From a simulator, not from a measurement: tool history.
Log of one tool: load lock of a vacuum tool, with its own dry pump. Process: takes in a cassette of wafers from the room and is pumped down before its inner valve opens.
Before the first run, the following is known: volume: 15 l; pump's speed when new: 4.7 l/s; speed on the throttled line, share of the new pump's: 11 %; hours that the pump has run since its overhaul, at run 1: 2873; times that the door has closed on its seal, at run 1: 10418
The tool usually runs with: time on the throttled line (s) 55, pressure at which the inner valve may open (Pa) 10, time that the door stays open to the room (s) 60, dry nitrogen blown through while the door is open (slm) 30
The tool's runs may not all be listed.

| run | hour | time on the throttled line (s) | pressure at which the inner valve may open (Pa) | time that the door stays open to the room (s) | dry nitrogen blown through while the door is open (slm) | hours that the pump has run since its overhaul | times that the door has closed on its seal | incoming humidity of the room's air, % | time from the closed door until the inner valve may open (s) | rise of the pressure with all valves shut (Pa/min) |
|---|---|---|---|---|---|---|---|---|---|---|
| 1 | 0 | 55 | 10 | 60 | 30 | 2873 | 10418 | 45.3 | 79.2 | 0.043 |
| 2 | 287.3 | 55 | 10 | 60 | 30 | 3160 | 11049 | 44.2 | 79.4 | 0.047 |
| 3 | 533.6 | 55 | 10 | 60 | 30 | 3407 | 11590 | 48 | 79.5 | 0.049 |
| 4 | 836.9 | 55 | 10 | 60 | 30 | 3710 | 12256 | 47.5 | 78.7 | 0.045 |
| 5 | 1014.7 | 55 | 10 | 60 | 30 | 3888 | 12647 | 44.9 | 79.8 | 0.047 |
| 6 | 1330.9 | 55 | 10 | 60 | 30 | 4204 | 13341 | 46.3 | 78.6 | 0.053 |
| 7 | 1627 | 59 | 10 | 60 | 30 | 4500 | 13992 | 42.7 | 84 | 0.055 |
| 8 | 1784.1 | 55 | 10 | 202 | 30 | 4657 | 14336 | 44.4 | 80.2 | 0.068 |
| 9 | 1941.3 | 55 | 20 | 60 | 30 | 4815 | 14682 | 45.3 | 77.7 | 0.054 |
| 10 | 2111.9 | 107 | 10 | 60 | 30 | 4985 | 15056 | 42.9 | 125.2 | 0.054 |
| 11 | 2390.3 | 55 | 10 | 60 | 30 | 5263 | 15668 | 45.7 | 80.3 | 0.053 |
| 12 | 2647.7 | 55 | 10 | 60 | 30 | 5521 | 16233 | 48.6 | 81.2 | 0.067 |
| 13 | 2948 | 55 | 10 | 68 | 30 | 5821 | 16893 | 42.4 | 80.5 | 0.06 |
| 14 | 3121 | 55 | 10 | 68 | 30 | 5994 | 17273 | 46.5 | 80.6 | 0.068 |
| 15 | 3413.4 | 92 | 10 | 68 | 30 | 6287 | 17915 | 45.9 | 112.3 | 0.068 |
| 16 | 3600.1 | 89 | 19 | 102 | 13 | 6473 | 18325 | 49.8 | 108.9 | 0.081 |
| 17 | 3905 | 55 | 19 | 53 | 4 | 6778 | 18994 | 44.3 | 77.6 | 0.083 |
| 18 | 4100.8 | 91 | 15 | 57 | 30 | 6974 | 19424 | 43.2 | 110.3 | 0.063 |
| 19 | 4276.8 | 65 | 10 | 45 | 6 | 7150 | 19811 | 48.3 | 90.1 | 0.085 |
| 20 | 4588 | 105 | 18 | 45 | 6 | 7461 | 20494 | 42.1 | 121.8 | 0.082 |
| 21 | 4820.9 | 61 | 9 | 60 | 30 | 7694 | 21006 | 43.8 | 87.5 | 0.077 |
| 22 | 5038.3 | 55 | 15 | 60 | 10 | 7911 | 21483 | 42.3 | 80.5 | 0.087 |
| 23 | 5280.3 | 30 | 10 | 81 | 7 | 8154 | 22015 | 44.8 | 59.2 | 0.097 |
| 24 | 5486.6 | 30 | 10 | 81 | 7 | 8360 | 22468 | 46 | 59.4 | 0.097 |
| 25 | 5772.8 | 30 | 10 | 81 | 7 | 8646 | 23096 | 42.2 | 60 | 0.099 |
| 26 | 5946.4 | 30 | 10 | 81 | 7 | 8820 | 23477 | 44.7 | 59.9 | 0.102 |
| 27 | 6212.8 | 70 | 10 | 83 | 33 | 9086 | 24063 | 42.6 | 95.1 | 0.086 |
| 28 | 6390.7 | 43 | 10 | 113 | 4 | 9264 | 24453 | 42 | 71.8 | 0.12 |

Measured result minus the same run's result without the hidden state. Both carry the same run-to-run variation, though not necessarily the same gauge scatter:
What the log doesn't record here: pump's speed, % of a new pump's; leak at the door's seal, Pa l/s; drift of the gauge itself on ready_s, %; drift of the gauge itself on rise_pa_min, %.
| run | time from the closed door until the inner valve may open (s) | rise of the pressure with all valves shut (Pa/min) |
|---|---|---|
| 1 | +0.9 | +0.025 |
| 2 | +1 | +0.027 |
| 3 | +1.1 | +0.029 |
| 4 | +1.2 | +0.03 |
| 5 | +1.3 | +0.031 |
| 6 | +1.4 | +0.033 |
| 7 | +1.5 | +0.034 |
| 8 | +1.6 | +0.035 |
| 9 | +1.4 | +0.035 |
| 10 | +1.3 | +0.037 |
| 11 | +1.8 | +0.039 |
| 12 | +2 | +0.042 |
| 13 | +2 | +0.042 |
| 14 | +2.1 | +0.043 |
| 15 | +1.9 | +0.045 |
| 16 | +1.7 | +0.046 |
| 17 | +2.2 | +0.049 |
| 18 | +2 | +0.05 |
| 19 | +2.6 | +0.051 |
| 20 | +1.8 | +0.054 |
| 21 | +2.8 | +0.055 |
| 22 | +2.8 | +0.057 |
| 23 | +3.5 | +0.057 |
| 24 | +3.6 | +0.059 |
| 25 | +3.8 | +0.062 |
| 26 | +3.9 | +0.064 |
| 27 | +3.3 | +0.065 |
| 28 | +3.9 | +0.066 |
